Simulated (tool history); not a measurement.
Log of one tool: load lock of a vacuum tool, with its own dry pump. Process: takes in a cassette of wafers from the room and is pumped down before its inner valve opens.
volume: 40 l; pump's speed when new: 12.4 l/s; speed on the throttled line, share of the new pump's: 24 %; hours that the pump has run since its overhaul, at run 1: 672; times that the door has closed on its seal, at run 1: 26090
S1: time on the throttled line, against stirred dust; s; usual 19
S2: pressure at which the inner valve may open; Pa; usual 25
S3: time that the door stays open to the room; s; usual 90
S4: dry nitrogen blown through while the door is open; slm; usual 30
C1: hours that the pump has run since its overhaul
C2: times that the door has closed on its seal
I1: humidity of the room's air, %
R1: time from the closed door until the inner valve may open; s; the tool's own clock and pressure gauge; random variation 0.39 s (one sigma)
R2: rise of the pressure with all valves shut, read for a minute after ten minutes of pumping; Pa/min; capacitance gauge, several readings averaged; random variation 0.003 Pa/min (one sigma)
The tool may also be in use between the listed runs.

run 1 hour=0 | S1=19 S2=25 S3=90 S4=30 | C1=672 C2=26090 | I1=45 | R1=41.4 R2=0.022
run 2 hour=136.1 | S1=31 S2=25 S3=90 S4=30 | C1=808 C2=26698 | I1=45.9 | R1=50.8 R2=0.02
run 3 hour=421.7 | S1=31 S2=25 S3=90 S4=30 | C1=1094 C2=27973 | I1=48.4 | R1=49.4 R2=0.021
run 4 hour=687.8 | S1=31 S2=25 S3=90 S4=30 | C1=1360 C2=29162 | I1=45.1 | R1=50.9 R2=0.018
run 5 hour=939.4 | S1=31 S2=25 S3=90 S4=30 | C1=1611 C2=30285 | I1=46.6 | R1=50.6 R2=0.022
run 6 hour=1167 | S1=19 S2=25 S3=60 S4=5 | C1=1839 C2=31302 | I1=48.8 | R1=41.6 R2=0.037
run 7 hour=1448.2 | S1=13 S2=18 S3=153 S4=22 | C1=2120 C2=32558 | I1=45.9 | R1=38 R2=0.041
-- hour=1614.2 door's seal changed, seat wiped
run 8 hour=1648.1 | S1=13 S2=18 S3=153 S4=22 | C1=2318 C2=151 | I1=46.4 | R1=37.9 R2=0.032
run 9 hour=1906.3 | S1=25 S2=20 S3=90 S4=5 | C1=2577 C2=1305 | I1=46.8 | R1=46.4 R2=0.045
run 10 hour=2204.5 | S1=25 S2=20 S3=90 S4=5 | C1=2875 C2=2636 | I1=43.4 | R1=46.9 R2=0.036

How the hidden state differs across the entries between the runs, from the last listed run before each to the first after it:
Between runs 7 and 8: door's seal changed, seat wiped (hour 1614.2)
  leak at the door's seal, Pa l/s: 0.0035 -> 0.002
